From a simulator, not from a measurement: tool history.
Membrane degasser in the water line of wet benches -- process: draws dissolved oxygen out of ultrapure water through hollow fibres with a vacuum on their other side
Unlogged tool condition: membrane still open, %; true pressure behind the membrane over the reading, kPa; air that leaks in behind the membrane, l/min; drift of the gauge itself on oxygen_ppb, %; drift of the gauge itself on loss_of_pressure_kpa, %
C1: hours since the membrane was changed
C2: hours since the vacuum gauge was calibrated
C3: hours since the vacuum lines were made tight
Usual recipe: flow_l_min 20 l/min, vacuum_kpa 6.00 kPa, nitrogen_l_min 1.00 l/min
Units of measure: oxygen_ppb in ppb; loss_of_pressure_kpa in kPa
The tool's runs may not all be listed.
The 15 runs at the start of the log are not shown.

Run 16, hour 3208.8: usual settings; C1 5733; C2 3209; C3 3564. Result: oxygen_ppb 180.3 ppb, loss_of_pressure_kpa 31.56 kPa.
Run 17, hour 3450.6: usual settings; C1 5974; C2 3451; C3 3806. Result: oxygen_ppb 183.4 ppb, loss_of_pressure_kpa 31.64 kPa.
Run 18, hour 3722.1: usual settings but flow_l_min 23 l/min, vacuum_kpa 10.83 kPa, nitrogen_l_min 2.57 l/min; C1 6246; C2 3722; C3 4077. Result: oxygen_ppb 239.6 ppb, loss_of_pressure_kpa 36.43 kPa.
Run 19, hour 3879.6: usual settings but flow_l_min 23 l/min, vacuum_kpa 5.00 kPa, nitrogen_l_min 1.98 l/min; C1 6403; C2 3880; C3 4235. Result: oxygen_ppb 128.8 ppb, loss_of_pressure_kpa 36.32 kPa.
Run 20, hour 4170.0: usual settings but flow_l_min 23 l/min, vacuum_kpa 4.03 kPa, nitrogen_l_min 1.98 l/min; C1 6694; C2 4170; C3 4525. Result: oxygen_ppb 106.6 ppb, loss_of_pressure_kpa 36.60 kPa.
At hour 4216.6: seals of the vacuum lines changed.
Run 21, hour 4305.0: usual settings but flow_l_min 23 l/min, vacuum_kpa 4.03 kPa, nitrogen_l_min 1.98 l/min; C1 6827; C2 4303; C3 88. Result: oxygen_ppb 105.6 ppb, loss_of_pressure_kpa 36.48 kPa.
Run 22, hour 4477.9: usual settings but flow_l_min 12 l/min, vacuum_kpa 7.58 kPa, nitrogen_l_min 2.82 l/min; C1 7000; C2 4476; C3 261. Result: oxygen_ppb 56.5 ppb, loss_of_pressure_kpa 19.20 kPa.
Run 23, hour 4731.9: usual settings but flow_l_min 15 l/min, vacuum_kpa 11.04 kPa, nitrogen_l_min 0.44 l/min; C1 7254; C2 4730; C3 515. Result: oxygen_ppb 557.3 ppb, loss_of_pressure_kpa 23.84 kPa.
Run 24, hour 4888.5: usual settings but nitrogen_l_min 1.65 l/min; C1 7410; C2 4886; C3 672. Result: oxygen_ppb 135.7 ppb, loss_of_pressure_kpa 31.79 kPa.
Run 25, hour 5135.1: usual settings but nitrogen_l_min 1.65 l/min; C1 7657; C2 5133; C3 918. Result: oxygen_ppb 136.8 ppb, loss_of_pressure_kpa 31.80 kPa.

Estimate the outcome of run 26 from the log above:
Run 26, hour 5388.8: usual settings but nitrogen_l_min 1.65 l/min; C1 7911; C2 5387; C3 1172. Result: oxygen_ppb ?, loss_of_pressure_kpa ?.

oxygen_ppb: 141.0 ppb
loss_of_pressure_kpa: 32.29 kPa
If the tool had no hidden condition, the same run with the same run-to-run variation would have returned oxygen_ppb 124.1 ppb, loss_of_pressure_kpa 31.10 kPa.

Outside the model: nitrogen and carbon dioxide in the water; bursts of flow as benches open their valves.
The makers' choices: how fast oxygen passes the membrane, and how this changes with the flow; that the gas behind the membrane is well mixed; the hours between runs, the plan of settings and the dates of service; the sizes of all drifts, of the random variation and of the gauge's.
